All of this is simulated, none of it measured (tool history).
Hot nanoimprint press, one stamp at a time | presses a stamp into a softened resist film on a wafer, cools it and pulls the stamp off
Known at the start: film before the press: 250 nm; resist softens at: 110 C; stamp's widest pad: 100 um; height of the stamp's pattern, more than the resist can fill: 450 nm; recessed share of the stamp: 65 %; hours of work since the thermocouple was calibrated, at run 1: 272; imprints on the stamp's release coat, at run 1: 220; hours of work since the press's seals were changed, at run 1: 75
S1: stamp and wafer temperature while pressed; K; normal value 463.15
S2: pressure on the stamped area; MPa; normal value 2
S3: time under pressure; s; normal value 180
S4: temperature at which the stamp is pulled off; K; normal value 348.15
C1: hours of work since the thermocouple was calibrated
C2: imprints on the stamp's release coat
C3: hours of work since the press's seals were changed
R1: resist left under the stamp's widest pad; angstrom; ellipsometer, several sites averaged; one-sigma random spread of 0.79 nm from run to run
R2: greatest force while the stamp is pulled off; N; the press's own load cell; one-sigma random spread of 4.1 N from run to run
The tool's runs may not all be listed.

Run 1, hour 0: usual settings; C1 272; C2 220; C3 75. Result: R1 1075 angstrom, R2 200 N.
Run 2, hour 23.8: usual settings but S2 1.29 MPa; C1 287; C2 292; C3 89. Result: R1 1354 angstrom, R2 204 N.
Run 3, hour 40.4: usual settings but S2 1.29 MPa, S3 128 s; C1 297; C2 342; C3 99. Result: R1 1501 angstrom, R2 198 N.
Run 4, hour 68.8: usual settings but S2 1.29 MPa, S3 128 s, S4 346.15 K; C1 314; C2 429; C3 116. Result: R1 1497 angstrom, R2 216 N.
Run 5, hour 85.1: usual settings but S2 1.29 MPa, S3 128 s, S4 346.15 K; C1 324; C2 478; C3 126. Result: R1 1504 angstrom, R2 212 N.
Run 6, hour 109.2: usual settings but S2 1.29 MPa, S3 128 s, S4 346.15 K; C1 338; C2 552; C3 141. Result: R1 1506 angstrom, R2 203 N.
Run 7, hour 125.1: usual settings; C1 348; C2 600; C3 150. Result: R1 1083 angstrom, R2 205 N.
Run 8, hour 155: usual settings but S1 470.15 K, S2 2.17 MPa; C1 366; C2 691; C3 169. Result: R1 773 angstrom, R2 202 N.
Run 9, hour 176.7: usual settings but S1 464.15 K, S2 1.48 MPa, S3 356 s; C1 379; C2 757; C3 182. Result: R1 948 angstrom, R2 204 N.
Run 10, hour 207.2: usual settings but S1 464.15 K, S2 1.48 MPa, S3 228 s; C1 398; C2 850; C3 200. Result: R1 1116 angstrom, R2 203 N.
Run 11, hour 224.4: usual settings but S1 474.15 K, S2 1.55 MPa, S3 204 s, S4 349.15 K; C1 408; C2 902; C3 211. Result: R1 754 angstrom, R2 197 N.
Run 12, hour 240.2: usual settings but S1 474.15 K, S2 1.55 MPa, S3 204 s, S4 349.15 K; C1 418; C2 950; C3 220. Result: R1 739 angstrom, R2 198 N.
At hour 245.1: plate thermocouple calibrated.
Run 13, hour 258.7: usual settings but S1 474.15 K, S2 1.55 MPa, S3 204 s, S4 349.15 K; C1 8; C2 997; C3 230. Result: R1 746 angstrom, R2 193 N.
Run 14, hour 275.6: usual settings but S1 474.15 K, S2 1.55 MPa, S3 204 s, S4 349.15 K; C1 18; C2 1049; C3 240. Result: R1 753 angstrom, R2 201 N.

5 ways to go on from here, each from the tool as it stands after run 14. What would each give?
Run A, hour 304.4: usual settings but S1 468.15 K, S2 2.26 MPa, S4 351.15 K; C1 36; C2 1136; C3 257. Result: R1 ?, R2 ?.
Run B, hour 304.4: usual settings but S1 469.15 K, S3 92 s, S4 351.15 K; C1 36; C2 1136; C3 257. Result: R1 ?, R2 ?.
Run C, hour 304.4: usual settings but S1 471.15 K, S2 1.55 MPa, S3 140 s, S4 349.15 K; C1 36; C2 1136; C3 257. Result: R1 ?, R2 ?.
Run D, hour 304.4: usual settings but S2 1.37 MPa, S3 238 s, S4 340.15 K; C1 36; C2 1136; C3 257. Result: R1 ?, R2 ?.
Run E, hour 304.4: usual settings but S1 474.15 K, S2 1.55 MPa, S3 193 s, S4 349.15 K; C1 36; C2 1136; C3 257. Result: R1 ?, R2 ?.

run    R1   R2
  A   816  186
  B  1071  190
  C   976  187
  D  1215  237
  E   757  207
Without the tool's unlogged condition, the same runs would have read:
run    R1   R2
  A   816  185
  B  1070  189
  C   976  186
  D  1215  236
  E   757  206
